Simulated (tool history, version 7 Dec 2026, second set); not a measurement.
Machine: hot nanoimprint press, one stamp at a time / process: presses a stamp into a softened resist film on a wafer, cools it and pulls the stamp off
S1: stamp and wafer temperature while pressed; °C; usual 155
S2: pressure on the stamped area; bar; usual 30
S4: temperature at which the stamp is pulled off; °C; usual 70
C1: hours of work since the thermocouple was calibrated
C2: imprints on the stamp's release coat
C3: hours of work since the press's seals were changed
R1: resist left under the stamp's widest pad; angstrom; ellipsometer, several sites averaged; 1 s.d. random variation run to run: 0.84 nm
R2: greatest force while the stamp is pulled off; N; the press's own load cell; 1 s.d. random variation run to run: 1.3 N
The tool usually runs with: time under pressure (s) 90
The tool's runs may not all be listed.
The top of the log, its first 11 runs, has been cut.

-- hour=138 stamp cleaned and given a new release coat
run 12 hour=149.4 | S1=155 S2=30 time_under_pressure_(s)=90 S4=66 | C1=319 C2=27 C3=217 | R1=1312 R2=202
run 13 hour=163.6 | S1=155 S2=30 time_under_pressure_(s)=90 S4=70 | C1=328 C2=60 C3=227 | R1=1321 R2=184
run 14 hour=171.2 | S1=155 S2=30 time_under_pressure_(s)=90 S4=76 | C1=333 C2=78 C3=232 | R1=1315 R2=156
run 15 hour=185.5 | S1=155 S2=30 time_under_pressure_(s)=90 S4=70 | C1=343 C2=111 C3=241 | R1=1321 R2=181
run 16 hour=194.4 | S1=155 S2=30 time_under_pressure_(s)=71 S4=70 | C1=349 C2=132 C3=247 | R1=1444 R2=184
run 17 hour=204.4 | S1=145 S2=22.3 time_under_pressure_(s)=108 S4=63 | C1=355 C2=156 C3=253 | R1=1867 R2=216
run 18 hour=214.1 | S1=155 S2=19.7 time_under_pressure_(s)=90 S4=70 | C1=362 C2=179 C3=260 | R1=1565 R2=184
run 19 hour=229.7 | S1=155 S2=19.7 time_under_pressure_(s)=90 S4=70 | C1=372 C2=215 C3=270 | R1=1570 R2=185
run 20 hour=246.7 | S1=152 S2=44.3 time_under_pressure_(s)=95 S4=56 | C1=383 C2=255 C3=281 | R1=1227 R2=247
-- hour=251.2 plate thermocouple calibrated
run 21 hour=259.2 | S1=154 S2=25.7 time_under_pressure_(s)=90 S4=70 | C1=5 C2=278 C3=287 | R1=1535 R2=189
run 22 hour=275.5 | S1=154 S2=25.7 time_under_pressure_(s)=90 S4=70 | C1=16 C2=316 C3=298 | R1=1514 R2=192
run 23 hour=289.8 | S1=154 S2=26.2 time_under_pressure_(s)=90 S4=70 | C1=25 C2=350 C3=307 | R1=1483 R2=193
run 24 hour=305 | S1=154 S2=18 time_under_pressure_(s)=62 S4=57 | C1=35 C2=385 C3=317 | R1=1875 R2=251
-- hour=318.5 plate thermocouple calibrated, once more
run 25 hour=321.8 | S1=154 S2=18 time_under_pressure_(s)=62 S4=60 | C1=2 C2=418 C3=326 | R1=1778 R2=225
run 26 hour=339.8 | S1=154 S2=18 time_under_pressure_(s)=62 S4=60 | C1=14 C2=460 C3=338 | R1=1773 R2=228
run 27 hour=350.5 | S1=155 S2=30 time_under_pressure_(s)=162 S4=78 | C1=21 C2=485 C3=345 | R1=1036 R2=149
run 28 hour=365.6 | S1=155 S2=30 time_under_pressure_(s)=90 S4=70 | C1=31 C2=521 C3=355 | R1=1282 R2=185
run 29 hour=384.1 | S1=155 S2=30 time_under_pressure_(s)=155 S4=67 | C1=43 C2=564 C3=367 | R1=1069 R2=201
run 30 hour=396.8 | S1=155 S2=30 time_under_pressure_(s)=155 S4=67 | C1=51 C2=594 C3=375 | R1=1071 R2=199
-- hour=417.2 stamp cleaned and given a new release coat
run 31 hour=420.8 | S1=155 S2=30 time_under_pressure_(s)=155 S4=67 | C1=63 C2=8 C3=387 | R1=1064 R2=190

Forecast each of these 3 alternatives for the next run:
run A hour=435.1 | S1=155 S2=24.8 time_under_pressure_(s)=135 S4=56 | C1=72 C2=42 C3=396 | R1=? R2=?
run B hour=435.1 | S1=155 S2=21.1 time_under_pressure_(s)=105 S4=59 | C1=72 C2=42 C3=396 | R1=? R2=?
run C hour=435.1 | S1=155 S2=39.7 time_under_pressure_(s)=73 S4=56 | C1=72 C2=42 C3=396 | R1=? R2=?

run=A R1=1219 R2=237
run=B R1=1413 R2=224
run=C R1=1234 R2=238
Without the tool's hidden state the same runs would have given:
run=A R1=1191 R2=235
run=B R1=1387 R2=222
run=C R1=1199 R2=235

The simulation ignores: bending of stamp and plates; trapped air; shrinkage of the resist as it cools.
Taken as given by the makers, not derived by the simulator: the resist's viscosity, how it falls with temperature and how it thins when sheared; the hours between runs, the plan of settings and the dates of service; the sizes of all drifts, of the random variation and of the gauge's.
